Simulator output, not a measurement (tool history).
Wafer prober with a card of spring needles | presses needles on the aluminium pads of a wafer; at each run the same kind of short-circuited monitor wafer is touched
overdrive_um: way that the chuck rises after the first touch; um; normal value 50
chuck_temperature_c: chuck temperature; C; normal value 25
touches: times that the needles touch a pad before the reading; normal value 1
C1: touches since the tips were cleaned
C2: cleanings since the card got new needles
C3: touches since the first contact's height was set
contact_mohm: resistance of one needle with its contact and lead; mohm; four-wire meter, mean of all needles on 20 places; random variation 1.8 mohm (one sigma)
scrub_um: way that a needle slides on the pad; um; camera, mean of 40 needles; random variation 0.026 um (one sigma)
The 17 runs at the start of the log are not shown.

{"hour": 432.4, "done": "tips cleaned on abrasive film"}
{"run": 18, "hour": 444.2, "overdrive_um": 50, "chuck_temperature_c": 25, "touches": 1, "C1": 4498, "C2": 49, "C3": 46023, "contact_mohm": 189, "scrub_um": 13.16}
{"hour": 453.4, "done": "tips cleaned on abrasive film"}
{"run": 19, "hour": 471.8, "overdrive_um": 50, "chuck_temperature_c": 25, "touches": 3, "C1": 6950, "C2": 50, "C3": 56423, "contact_mohm": 193, "scrub_um": 13.14}
{"hour": 473.7, "done": "tips cleaned on abrasive film"}
{"hour": 494.8, "done": "tips cleaned on abrasive film"}
{"run": 20, "hour": 498.0, "overdrive_um": 38, "chuck_temperature_c": 25, "touches": 1, "C1": 1221, "C2": 52, "C3": 66287, "contact_mohm": 201, "scrub_um": 10.01}
{"hour": 514.4, "done": "tips cleaned on abrasive film"}
{"run": 21, "hour": 523.6, "overdrive_um": 38, "chuck_temperature_c": 88, "touches": 2, "C1": 3482, "C2": 53, "C3": 75951, "contact_mohm": 214, "scrub_um": 9.98}
{"hour": 535.1, "done": "tips cleaned on abrasive film"}
{"run": 22, "hour": 547.0, "overdrive_um": 39, "chuck_temperature_c": 31, "touches": 1, "C1": 4495, "C2": 54, "C3": 84767, "contact_mohm": 196, "scrub_um": 10.23}
{"hour": 556.8, "done": "tips cleaned on abrasive film"}
{"run": 23, "hour": 564.9, "overdrive_um": 50, "chuck_temperature_c": 27, "touches": 2, "C1": 3092, "C2": 55, "C3": 91533, "contact_mohm": 194, "scrub_um": 13.15}
{"hour": 577.9, "done": "tips cleaned on abrasive film"}
{"run": 24, "hour": 597.1, "overdrive_um": 50, "chuck_temperature_c": 27, "touches": 2, "C1": 7273, "C2": 56, "C3": 103689, "contact_mohm": 193, "scrub_um": 13.14}
{"hour": 598.8, "done": "tips cleaned on abrasive film"}
{"hour": 619.5, "done": "tips cleaned on abrasive film"}
{"run": 25, "hour": 629.5, "overdrive_um": 50, "chuck_temperature_c": 37, "touches": 2, "C1": 3768, "C2": 58, "C3": 115893, "contact_mohm": 199, "scrub_um": 13.14}
{"hour": 641.4, "done": "tips cleaned on abrasive film"}
{"run": 26, "hour": 660.3, "overdrive_um": 50, "chuck_temperature_c": 36, "touches": 2, "C1": 7160, "C2": 59, "C3": 127519, "contact_mohm": 192, "scrub_um": 13.12}
{"hour": 662.1, "done": "tips cleaned on abrasive film"}
{"run": 27, "hour": 679.3, "overdrive_um": 51, "chuck_temperature_c": 111, "touches": 2, "C1": 6519, "C2": 60, "C3": 134680, "contact_mohm": 214, "scrub_um": 13.39}
{"hour": 682.1, "done": "tips cleaned on abrasive film"}
{"run": 28, "hour": 695.5, "overdrive_um": 51, "chuck_temperature_c": 111, "touches": 2, "C1": 5069, "C2": 61, "C3": 140806, "contact_mohm": 214, "scrub_um": 13.42}
{"hour": 703.4, "done": "tips cleaned on abrasive film"}
{"hour": 724.4, "done": "tips cleaned on abrasive film"}
{"run": 29, "hour": 724.4, "overdrive_um": 51, "chuck_temperature_c": 34, "touches": 3, "C1": 0, "C2": 63, "C3": 151669, "contact_mohm": 194, "scrub_um": 13.4}
{"hour": 744.8, "done": "tips cleaned on abrasive film"}
{"run": 30, "hour": 748.5, "overdrive_um": 67, "chuck_temperature_c": 114, "touches": 3, "C1": 1371, "C2": 64, "C3": 160759, "contact_mohm": 210, "scrub_um": 17.66}
{"hour": 764.8, "done": "tips cleaned on abrasive film"}
{"run": 31, "hour": 769.4, "overdrive_um": 38, "chuck_temperature_c": 114, "touches": 3, "C1": 1736, "C2": 65, "C3": 168650, "contact_mohm": 218, "scrub_um": 10}

What if the next run were any one of these 5? Each begins from the tool's condition after run 31:
{"hour": 785.3, "done": "tips cleaned on abrasive film"}
{"run": "A", "hour": 794.0, "overdrive_um": 48, "chuck_temperature_c": 25, "touches": 3, "C1": 3314, "C2": 66, "C3": 177961, "contact_mohm": "?", "scrub_um": "?"}
{"hour": 785.3, "done": "tips cleaned on abrasive film"}
{"run": "B", "hour": 794.0, "overdrive_um": 51, "chuck_temperature_c": 25, "touches": 1, "C1": 3314, "C2": 66, "C3": 177961, "contact_mohm": "?", "scrub_um": "?"}
{"hour": 785.3, "done": "tips cleaned on abrasive film"}
{"run": "C", "hour": 794.0, "overdrive_um": 65, "chuck_temperature_c": 90, "touches": 3, "C1": 3314, "C2": 66, "C3": 177961, "contact_mohm": "?", "scrub_um": "?"}
{"hour": 785.3, "done": "tips cleaned on abrasive film"}
{"run": "D", "hour": 794.0, "overdrive_um": 39, "chuck_temperature_c": 80, "touches": 2, "C1": 3314, "C2": 66, "C3": 177961, "contact_mohm": "?", "scrub_um": "?"}
{"hour": 785.3, "done": "tips cleaned on abrasive film"}
{"run": "E", "hour": 794.0, "overdrive_um": 32, "chuck_temperature_c": 120, "touches": 2, "C1": 3314, "C2": 66, "C3": 177961, "contact_mohm": "?", "scrub_um": "?"}

run=A contact_mohm=194 scrub_um=12.61
run=B contact_mohm=194 scrub_um=13.43
run=C contact_mohm=200 scrub_um=17.03
run=D contact_mohm=213 scrub_um=10.23
run=E contact_mohm=225 scrub_um=8.36
Had the tool no hidden state, the same runs would have come out as:
run=A contact_mohm=194 scrub_um=12.61
run=B contact_mohm=194 scrub_um=13.43
run=C contact_mohm=200 scrub_um=17.03
run=D contact_mohm=213 scrub_um=10.23
run=E contact_mohm=225 scrub_um=8.36
